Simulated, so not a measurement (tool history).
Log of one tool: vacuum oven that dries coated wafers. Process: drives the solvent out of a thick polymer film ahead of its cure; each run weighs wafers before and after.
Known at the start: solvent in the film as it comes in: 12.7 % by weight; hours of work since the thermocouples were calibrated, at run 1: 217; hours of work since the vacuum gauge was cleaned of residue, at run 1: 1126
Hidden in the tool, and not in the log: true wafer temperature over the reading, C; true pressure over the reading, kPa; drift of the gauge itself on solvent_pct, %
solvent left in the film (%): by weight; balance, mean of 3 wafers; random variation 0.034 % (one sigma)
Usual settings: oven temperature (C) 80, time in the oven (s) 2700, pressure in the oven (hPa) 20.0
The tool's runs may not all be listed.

run	hour	oven temperature (C)	time in the oven (s)	pressure in the oven (hPa)	hours of work since the thermocouples were calibrated	hours of work since the vacuum gauge was cleaned of residue	solvent left in the film (%)
1	0.0	80	2700	20.0	217	1126	2.94
2	37.1	80	2700	62.5	239	1148	4.10
3	60.9	80	2700	50.8	252	1161	3.79
4	100.1	80	2700	50.8	275	1184	3.79
5	122.6	80	2700	50.8	288	1197	3.78
6	176.6	80	2700	50.8	320	1229	3.80
7	208.5	86	2700	20.0	339	1248	2.07
8	239.3	80	2700	20.0	357	1266	2.92
9	275.2	80	2700	10.4	378	1287	2.71
10	306.8	80	2700	10.4	396	1305	2.78
11	347.8	80	2700	10.4	420	1329	2.74
12	387.4	80	2700	10.4	443	1352	2.74
13	424.8	80	2700	10.4	465	1374	2.78
14	463.6	80	2400	20.0	488	1397	3.44
15	490.0	80	2400	20.0	503	1412	3.32
16	530.6	93	2700	20.0	527	1436	1.37
17	580.2	79	2700	20.0	556	1465	3.20
18	618.3	79	2700	20.0	578	1487	3.15
19	655.3	80	2700	20.0	600	1509	3.05
20	704.3	80	2700	20.0	628	1537	3.08
21	748.9	80	2700	20.0	654	1563	3.03
# hour 790.3: oven's thermocouples calibrated
22	805.6	80	2700	20.0	9	1595	2.86
23	855.7	80	2700	38.5	38	1625	3.39
24	901.0	80	2700	38.5	65	1651	3.46
25	928.2	88	1560	38.5	81	1667	3.87
26	975.6	85	2520	17.1	108	1695	2.31
27	1023.9	90	4440	12.5	136	1723	0.60
28	1052.1	80	3000	20.0	153	1739	2.68
29	1106.5	78	3780	21.1	185	1771	2.23
30	1138.0	78	3780	21.1	203	1790	2.21
31	1172.9	80	2700	66.0	224	1810	4.19
32	1201.3	80	4740	66.0	240	1827	3.02
33	1225.4	80	3120	32.0	254	1841	2.87
34	1272.5	75	2700	20.0	282	1868	3.79
35	1299.7	75	2700	20.0	298	1884	3.83
36	1348.0	72	3000	13.2	326	1912	3.78
37	1374.6	72	3000	13.2	341	1928	3.73
38	1425.8	79	3000	74.0	371	1958	4.53
39	1455.6	80	1980	61.2	389	1975	5.08
40	1482.0	80	4320	72.4	404	1991	3.40
41	1528.5	67	2700	26.8	431	2018	5.52
42	1578.8	91	1740	50.3	461	2047	3.40
43	1608.5	77	3780	10.5	478	2064	2.10
44	1646.7	66	2700	19.0	500	2087	5.53
45	1680.6	66	2700	54.0	520	2107	6.92
46	1703.8	70	3240	29.2	534	2120	4.56

Some steps in solvent left in the film (%) between neighbouring runs. How much of each would the tool show without its hidden state too (settings, what came in, random variation), and how much is left for the hidden state, with any gauge scatter that isn't in both results?
Run 16 -> 17: oven temperature (C) 93 -> 79. solvent left in the film (%) +1.83: hidden state +0.09, all else +1.74.
Run 21 -> 22: oven's thermocouples calibrated. solvent left in the film (%) -0.17: hidden state -0.20, all else +0.03.
Run 40 -> 41: oven temperature (C) 80 -> 67, time in the oven (s) 4320 -> 2700, pressure in the oven (hPa) 72.4 -> 26.8. solvent left in the film (%) +2.12: hidden state +0.05, all else +2.07.
Run 41 -> 42: oven temperature (C) 67 -> 91, time in the oven (s) 2700 -> 1740, pressure in the oven (hPa) 26.8 -> 50.3. solvent left in the film (%) -2.12: hidden state -0.09, all else -2.03.
Run 43 -> 44: oven temperature (C) 77 -> 66, time in the oven (s) 3780 -> 2700, pressure in the oven (hPa) 10.5 -> 19.0. solvent left in the film (%) +3.43: hidden state +0.08, all else +3.35.
Run 45 -> 46: oven temperature (C) 66 -> 70, time in the oven (s) 2700 -> 3240, pressure in the oven (hPa) 54.0 -> 29.2. solvent left in the film (%) -2.36: hidden state -0.02, all else -2.34.
